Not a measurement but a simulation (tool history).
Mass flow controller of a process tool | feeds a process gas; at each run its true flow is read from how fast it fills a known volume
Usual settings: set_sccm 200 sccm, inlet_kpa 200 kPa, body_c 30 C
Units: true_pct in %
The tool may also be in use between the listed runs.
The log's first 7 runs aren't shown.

run 8 hour=2017.9 | set_sccm=200 inlet_kpa=200 body_c=20 | true_pct=102.17
-- hour=2369.4 controller exchanged for a calibrated one
run 9 hour=2405.4 | set_sccm=200 inlet_kpa=200 body_c=30 | true_pct=98.74
run 10 hour=2685.1 | set_sccm=200 inlet_kpa=200 body_c=30 | true_pct=98.81
run 11 hour=3086.4 | set_sccm=200 inlet_kpa=200 body_c=30 | true_pct=98.90
run 12 hour=3424.7 | set_sccm=200 inlet_kpa=200 body_c=30 | true_pct=99.04
run 13 hour=3591.1 | set_sccm=200 inlet_kpa=200 body_c=30 | true_pct=99.22
run 14 hour=3846.2 | set_sccm=200 inlet_kpa=200 body_c=29 | true_pct=99.24
run 15 hour=4081.1 | set_sccm=200 inlet_kpa=200 body_c=30 | true_pct=99.28
run 16 hour=4249.5 | set_sccm=200 inlet_kpa=200 body_c=30 | true_pct=99.39
run 17 hour=4504.6 | set_sccm=200 inlet_kpa=200 body_c=30 | true_pct=99.59
run 18 hour=4734.6 | set_sccm=200 inlet_kpa=200 body_c=30 | true_pct=99.51
run 19 hour=5067.5 | set_sccm=200 inlet_kpa=200 body_c=30 | true_pct=99.87
run 20 hour=5370.8 | set_sccm=200 inlet_kpa=200 body_c=30 | true_pct=99.87
run 21 hour=5734.8 | set_sccm=200 inlet_kpa=200 body_c=30 | true_pct=99.93
run 22 hour=5983.6 | set_sccm=223 inlet_kpa=205 body_c=30 | true_pct=100.22
run 23 hour=6171.3 | set_sccm=175 inlet_kpa=200 body_c=30 | true_pct=99.96
run 24 hour=6465.1 | set_sccm=201 inlet_kpa=197 body_c=24 | true_pct=100.53
run 25 hour=6648.6 | set_sccm=127 inlet_kpa=197 body_c=24 | true_pct=100.02
run 26 hour=6860.5 | set_sccm=127 inlet_kpa=197 body_c=24 | true_pct=100.09
run 27 hour=7226.7 | set_sccm=205 inlet_kpa=172 body_c=30 | true_pct=100.35
run 28 hour=7447.9 | set_sccm=88 inlet_kpa=157 body_c=36 | true_pct=99.09
run 29 hour=7710.8 | set_sccm=88 inlet_kpa=157 body_c=36 | true_pct=99.31
run 30 hour=7879.5 | set_sccm=127 inlet_kpa=157 body_c=23 | true_pct=100.25
run 31 hour=8207.0 | set_sccm=200 inlet_kpa=241 body_c=31 | true_pct=101.10
run 32 hour=8602.9 | set_sccm=200 inlet_kpa=200 body_c=23 | true_pct=101.32

Forecast run 33:
run 33 hour=8955.7 | set_sccm=200 inlet_kpa=200 body_c=23 | true_pct=?

Run 33 gave true_pct 101.64 %.
Without the tool's hidden state the same run would have given true_pct 99.13 %.

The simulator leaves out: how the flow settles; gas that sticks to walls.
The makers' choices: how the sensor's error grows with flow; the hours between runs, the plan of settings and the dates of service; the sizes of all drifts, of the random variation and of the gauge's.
